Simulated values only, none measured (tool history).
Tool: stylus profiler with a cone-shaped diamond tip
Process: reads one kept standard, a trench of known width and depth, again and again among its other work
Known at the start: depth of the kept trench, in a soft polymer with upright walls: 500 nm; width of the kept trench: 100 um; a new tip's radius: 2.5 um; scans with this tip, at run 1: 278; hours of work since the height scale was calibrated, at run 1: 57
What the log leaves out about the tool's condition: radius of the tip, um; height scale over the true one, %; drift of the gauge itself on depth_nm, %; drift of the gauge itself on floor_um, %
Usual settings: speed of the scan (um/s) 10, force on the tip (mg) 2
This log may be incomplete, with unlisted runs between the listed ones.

run	hour	speed of the scan (um/s)	force on the tip (mg)	scans with this tip	hours of work since the height scale was calibrated	depth of the trench (angstrom)	width of the trench's floor (um)
1	0	10	2	278	57	5036.2	96.85
2	32.2	10	2	365	75	5036.4	96.87
3	75.1	10	2	481	99	5036.6	96.92
4	109.3	10	2	574	118	5037.5	96.91
5	127.4	10	2	623	128	5035.9	96.87
6	164.1	10	2	722	148	5036.4	96.8
7	185.8	10	2	780	160	5036.2	96.88
8	224	10	2	884	182	5037.1	96.85
9	253.1	10	2	962	198	5036.4	96.85
10	282	2	2	1041	214	5038.8	96.9
11	321.6	2	2	1147	236	5037.1	96.92
12	357.3	10	2	1244	256	5036.5	96.83
13	379.4	10	2	1304	268	5036	96.83
14	407.3	9	2	1379	284	5039.1	96.81
15	447.6	10	2	1488	306	5038.1	96.86
16	488.8	10	1.81	1600	329	5034.7	96.71
17	519.1	3	2	1681	346	5039.7	96.79
18	558.1	3	2	1787	367	5040	96.78
19	597	10	2.07	1892	389	5038.2	96.78
20	618.3	10	4.03	1949	401	5061	96.82
21	662	4	0.79	2068	425	5023.3	96.75
22	701.1	4	0.79	2173	447	5024.9	96.73
23	725.5	4	0.79	2239	460	5022.8	96.76
24	747.1	4	0.79	2298	472	5024.6	96.8
25	766.8	5	3.24	2351	483	5051.9	96.71
26	791	5	1.56	2416	497	5034.1	96.77
27	825.6	5	1.56	2510	516	5034.9	96.76
28	850.1	5	1.56	2576	530	5036.3	96.76
29	874.5	5	1.17	2642	543	5030.4	96.73
30	914.8	11	4	2751	566	5061.9	96.78
31	956.7	11	4	2864	589	5061.2	96.69
32	991.9	11	4	2959	608	5062	96.66
33	1024.4	11	4	3047	626	5065.7	96.75
34	1042.6	2	2	3096	637	5040.5	96.73
35	1084.2	2	4.3	3209	660	5065.1	96.68
36	1110.5	11	1.51	3280	674	5036.3	96.62

Table of differences, measured result less the result of that run with no hidden state. Run-to-run variation is the same in both. Gauge scatter possibly is not:
run	depth of the trench (angstrom)	width of the trench's floor (um)
1	+1.8	-0.03
2	+2	-0.04
3	+2.2	-0.05
4	+2.4	-0.06
5	+2.5	-0.06
6	+2.7	-0.07
7	+2.8	-0.07
8	+2.9	-0.08
9	+3.1	-0.09
10	+3.2	-0.1
11	+3.4	-0.11
12	+3.6	-0.11
13	+3.7	-0.12
14	+3.8	-0.13
15	+4	-0.13
16	+4.3	-0.15
17	+4.5	-0.15
18	+4.7	-0.16
19	+4.9	-0.17
20	+5	-0.18
21	+5.2	-0.18
22	+5.4	-0.19
23	+5.5	-0.2
24	+5.6	-0.2
25	+5.7	-0.21
26	+5.8	-0.21
27	+6	-0.21
28	+6.2	-0.23
29	+6.3	-0.22
30	+6.5	-0.23
31	+6.7	-0.24
32	+6.9	-0.25
33	+7.1	-0.25
34	+7.1	-0.26
35	+7.4	-0.27
36	+7.4	-0.28

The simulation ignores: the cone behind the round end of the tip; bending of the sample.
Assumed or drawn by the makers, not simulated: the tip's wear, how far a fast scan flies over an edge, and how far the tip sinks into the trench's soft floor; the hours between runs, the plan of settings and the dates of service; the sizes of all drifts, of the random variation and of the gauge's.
